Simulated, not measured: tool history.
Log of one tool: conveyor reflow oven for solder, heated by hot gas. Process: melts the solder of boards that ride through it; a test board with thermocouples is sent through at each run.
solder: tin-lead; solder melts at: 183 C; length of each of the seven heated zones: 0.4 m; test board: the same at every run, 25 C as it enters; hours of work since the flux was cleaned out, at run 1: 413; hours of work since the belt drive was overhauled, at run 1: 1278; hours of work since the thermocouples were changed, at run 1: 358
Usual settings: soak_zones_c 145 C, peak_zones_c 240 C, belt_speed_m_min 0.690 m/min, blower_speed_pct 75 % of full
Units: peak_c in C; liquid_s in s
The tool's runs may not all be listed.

run,hour,soak_zones_c,peak_zones_c,belt_speed_m_min,blower_speed_pct,hours of work since the flux was cleaned out,hours of work since the belt drive was overhauled,hours of work since the thermocouples were changed,peak_c,liquid_s
1,0.0,145,240,0.690,75,413,1278,358,224.4,58.9
2,69.0,145,240,0.690,75,446,1310,390,224.1,59.1
# hour 89.7: flux residue cleaned out of gas plates and filters
3,115.0,145,240,0.690,75,12,1330,409,224.4,58.3
4,166.4,145,240,0.690,75,36,1354,433,224.1,59.3
5,225.5,145,240,0.690,75,64,1381,461,223.8,58.4
6,290.3,145,240,0.559,75,94,1412,491,229.8,76.5
7,328.6,145,240,0.559,75,112,1429,509,229.4,76.9
# hour 372.7: belt drive overhauled, speed set with a stopwatch
8,374.0,145,240,0.559,75,131,1,528,229.3,76.6
9,439.2,145,240,0.559,75,162,31,559,229.8,77.7
10,483.6,136,240,0.552,75,182,52,580,229.1,74.0
11,563.6,145,240,0.598,67,220,89,617,226.8,70.3
12,609.2,145,240,0.598,67,241,111,639,226.8,69.9
13,687.7,145,240,0.598,67,278,147,675,227.0,70.4
14,757.0,134,233,0.569,53,310,180,708,218.4,62.6
15,823.5,134,233,0.569,53,341,211,739,218.0,62.4
16,883.7,134,233,0.569,76,370,239,767,221.7,66.0
# hour 894.3: thermocouples of zones 6 and 7 changed
17,940.2,140,240,0.690,53,395,265,21,218.7,52.8
18,991.4,139,240,0.570,53,419,289,45,224.5,69.3

Forecast each of these 3 alternatives for the next run:
# hour 1070.5: flux residue cleaned out of gas plates and filters
A,1074.5,139,240,0.570,63,2,325,82,?,?
# hour 1070.5: flux residue cleaned out of gas plates and filters
B,1074.5,139,249,0.570,52,2,325,82,?,?
# hour 1070.5: flux residue cleaned out of gas plates and filters
C,1074.5,145,240,0.738,88,2,325,82,?,?

run,peak_c,liquid_s
A,227.2,71.3
B,232.8,73.5
C,223.9,55.4
Without the tool's hidden state the same runs would have given:
run,peak_c,liquid_s
A,227.2,71.3
B,232.8,73.5
C,223.9,55.4
